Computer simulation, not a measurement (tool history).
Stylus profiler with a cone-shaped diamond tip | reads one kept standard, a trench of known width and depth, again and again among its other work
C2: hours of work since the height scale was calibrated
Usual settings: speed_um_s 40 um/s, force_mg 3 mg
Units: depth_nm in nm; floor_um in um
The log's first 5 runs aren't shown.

run 6 day=2.133 | speed_um_s=31 force_mg=3 | scans_with_this_tip=858 C2=82 | depth_nm=201.4 floor_um=46.96
run 7 day=2.546 | speed_um_s=31 force_mg=3 | scans_with_this_tip=902 C2=87 | depth_nm=201.47 floor_um=46.92
run 8 day=2.842 | speed_um_s=31 force_mg=3 | scans_with_this_tip=933 C2=89 | depth_nm=201.5 floor_um=46.9
run 9 day=3.371 | speed_um_s=31 force_mg=3 | scans_with_this_tip=989 C2=95 | depth_nm=201.47 floor_um=46.91
run 10 day=3.683 | speed_um_s=31 force_mg=2.09 | scans_with_this_tip=1022 C2=98 | depth_nm=201.2 floor_um=46.86
run 11 day=4.075 | speed_um_s=28 force_mg=3 | scans_with_this_tip=1063 C2=102 | depth_nm=201.37 floor_um=46.9
run 12 day=4.525 | speed_um_s=28 force_mg=2.52 | scans_with_this_tip=1111 C2=107 | depth_nm=201.36 floor_um=46.88
run 13 day=4.904 | speed_um_s=93 force_mg=3 | scans_with_this_tip=1151 C2=110 | depth_nm=201.4 floor_um=46.65
run 14 day=5.25 | speed_um_s=93 force_mg=3 | scans_with_this_tip=1188 C2=114 | depth_nm=201.47 floor_um=46.61
run 15 day=5.846 | speed_um_s=93 force_mg=3 | scans_with_this_tip=1250 C2=120 | depth_nm=201.51 floor_um=46.63
run 16 day=6.3 | speed_um_s=93 force_mg=3 | scans_with_this_tip=1299 C2=125 | depth_nm=201.42 floor_um=46.64
run 17 day=6.596 | speed_um_s=93 force_mg=3 | scans_with_this_tip=1330 C2=128 | depth_nm=201.41 floor_um=46.63
run 18 day=7.046 | speed_um_s=40 force_mg=7.64 | scans_with_this_tip=1377 C2=132 | depth_nm=202.63 floor_um=46.86
run 19 day=7.354 | speed_um_s=40 force_mg=7.64 | scans_with_this_tip=1410 C2=135 | depth_nm=202.66 floor_um=46.88
run 20 day=7.775 | speed_um_s=40 force_mg=3 | scans_with_this_tip=1454 C2=140 | depth_nm=201.5 floor_um=46.84
run 21 day=8.046 | speed_um_s=40 force_mg=3 | scans_with_this_tip=1483 C2=142 | depth_nm=201.49 floor_um=46.78
run 22 day=8.308 | speed_um_s=40 force_mg=3 | scans_with_this_tip=1511 C2=145 | depth_nm=201.43 floor_um=46.83
run 23 day=8.783 | speed_um_s=40 force_mg=3 | scans_with_this_tip=1561 C2=150 | depth_nm=201.52 floor_um=46.78
run 24 day=9.275 | speed_um_s=40 force_mg=3 | scans_with_this_tip=1613 C2=155 | depth_nm=201.39 floor_um=46.75
run 25 day=9.908 | speed_um_s=69 force_mg=8.28 | scans_with_this_tip=1680 C2=161 | depth_nm=202.76 floor_um=46.81
run 26 day=10.246 | speed_um_s=69 force_mg=8.28 | scans_with_this_tip=1716 C2=165 | depth_nm=202.77 floor_um=46.77
run 27 day=10.788 | speed_um_s=51 force_mg=3 | scans_with_this_tip=1773 C2=170 | depth_nm=201.41 floor_um=46.76
run 28 day=11.4 | speed_um_s=40 force_mg=1.78 | scans_with_this_tip=1838 C2=176 | depth_nm=201.06 floor_um=46.76

Forecast run 29:
run 29 day=11.788 | speed_um_s=26 force_mg=5.77 | scans_with_this_tip=1879 C2=180 | depth_nm=? floor_um=?

depth_nm: 202.21 nm
floor_um: 46.83 um
Without the tool's hidden state the same run would have given depth_nm 202.06 nm, floor_um 47.08 um.

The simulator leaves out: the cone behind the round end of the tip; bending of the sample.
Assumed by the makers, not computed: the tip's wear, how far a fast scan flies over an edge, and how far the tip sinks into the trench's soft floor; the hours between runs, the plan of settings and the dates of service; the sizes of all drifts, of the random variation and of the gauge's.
